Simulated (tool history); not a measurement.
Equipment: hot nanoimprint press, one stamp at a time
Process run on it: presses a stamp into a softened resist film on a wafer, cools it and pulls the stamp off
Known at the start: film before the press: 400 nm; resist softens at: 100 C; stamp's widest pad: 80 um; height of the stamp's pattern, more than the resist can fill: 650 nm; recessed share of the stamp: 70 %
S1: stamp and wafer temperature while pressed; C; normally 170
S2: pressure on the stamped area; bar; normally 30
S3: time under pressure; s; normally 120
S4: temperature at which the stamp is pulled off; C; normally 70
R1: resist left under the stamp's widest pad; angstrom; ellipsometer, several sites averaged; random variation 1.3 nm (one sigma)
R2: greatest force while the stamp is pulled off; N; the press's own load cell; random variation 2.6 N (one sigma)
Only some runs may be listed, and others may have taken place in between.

| run | hour | S1 | S2 | S3 | S4 | R1 | R2 |
|---|---|---|---|---|---|---|---|
| 1 | 0 | 170 | 30 | 120 | 70 | 1956 | 120 |
| 2 | 51.2 | 170 | 30 | 120 | 63 | 1946 | 146 |
| 3 | 85.6 | 170 | 30 | 136 | 70 | 1863 | 117 |
| 4 | 129.4 | 170 | 30 | 120 | 70 | 1957 | 119 |
| 5 | 175 | 170 | 30 | 120 | 70 | 1945 | 118 |
| 6 | 213.8 | 170 | 30 | 120 | 70 | 1943 | 113 |
| 7 | 244.5 | 170 | 30 | 120 | 70 | 1943 | 118 |
| 8 | 282.8 | 170 | 30 | 120 | 70 | 1951 | 119 |
| 9 | 326.9 | 170 | 30 | 120 | 70 | 1931 | 120 |
| 10 | 368.6 | 170 | 30 | 120 | 70 | 1930 | 115 |
| 11 | 413.4 | 170 | 25.1 | 120 | 70 | 2124 | 121 |
| 12 | 452.3 | 177 | 25.1 | 120 | 70 | 1511 | 118 |
| 13 | 496.2 | 170 | 30 | 120 | 70 | 1937 | 119 |
| 14 | 528.9 | 170 | 30.9 | 120 | 70 | 1932 | 114 |
| 15 | 579.2 | 170 | 30.9 | 120 | 70 | 1907 | 119 |
| 16 | 602.1 | 177 | 30 | 217 | 70 | 1075 | 116 |
| 17 | 651.4 | 177 | 30 | 197 | 70 | 1107 | 121 |
| 18 | 691.4 | 170 | 32.5 | 120 | 72 | 1872 | 112 |
| 19 | 733.7 | 158 | 30 | 96 | 72 | 3308 | 113 |
| 20 | 783.4 | 180 | 39.2 | 149 | 64 | 930 | 141 |
| 21 | 824.4 | 170 | 30 | 218 | 73 | 1553 | 112 |
| 22 | 881.8 | 170 | 30 | 147 | 73 | 1813 | 110 |
| 23 | 933.7 | 177 | 34.9 | 66 | 70 | 1591 | 117 |
| 24 | 971.7 | 165 | 30 | 120 | 72 | 2481 | 113 |
| 25 | 1007.3 | 165 | 30 | 120 | 72 | 2438 | 111 |
| 26 | 1042 | 174 | 47.1 | 134 | 56 | 1216 | 167 |
| 27 | 1065.9 | 174 | 37.1 | 134 | 73 | 1370 | 109 |
| 28 | 1120.4 | 174 | 37.1 | 134 | 73 | 1387 | 111 |
| 29 | 1168.8 | 174 | 37.1 | 194 | 67 | 1189 | 130 |
| 30 | 1222.5 | 174 | 41.2 | 135 | 56 | 1301 | 166 |

Between the runs listed above, the log contained 6 entries, not reproduced here. Where in the sequence does each belong, and how does what the log doesn't record of the tool's condition differ from the listed run before to the listed run after?
Run 3 -> run 4: stamp cleaned and given a new release coat (hour 111.2)
  pressure that arrives at the usual setting, %: 99.95 -> 99.94; grip of the stamp's worn release coat, % over a new coat's: 1.6 -> 0.1
Run 10 -> run 11: plate thermocouple calibrated (hour 405.2)
  true temperature over the reading, C: 0.03 -> 0.01; grip of the stamp's worn release coat, % over a new coat's: 1.2 -> 1.4
Run 12 -> run 13: stamp cleaned and given a new release coat (hour 477.4)
  grip of the stamp's worn release coat, % over a new coat's: 1.6 -> 0.1
Run 21 -> run 22: stamp cleaned and given a new release coat (hour 839.5)
  grip of the stamp's worn release coat, % over a new coat's: 1.7 -> 0.2
Run 22 -> run 23: plate thermocouple calibrated (hour 895.9)
  true temperature over the reading, C: 0.04 -> 0; pressure that arrives at the usual setting, %: 99.85 -> 99.84; grip of the stamp's worn release coat, % over a new coat's: 0.2 -> 0.4
Run 29 -> run 30: stamp cleaned and given a new release coat (hour 1204.3)
  pressure that arrives at the usual setting, %: 99.81 -> 99.8; grip of the stamp's worn release coat, % over a new coat's: 1.6 -> 0.1

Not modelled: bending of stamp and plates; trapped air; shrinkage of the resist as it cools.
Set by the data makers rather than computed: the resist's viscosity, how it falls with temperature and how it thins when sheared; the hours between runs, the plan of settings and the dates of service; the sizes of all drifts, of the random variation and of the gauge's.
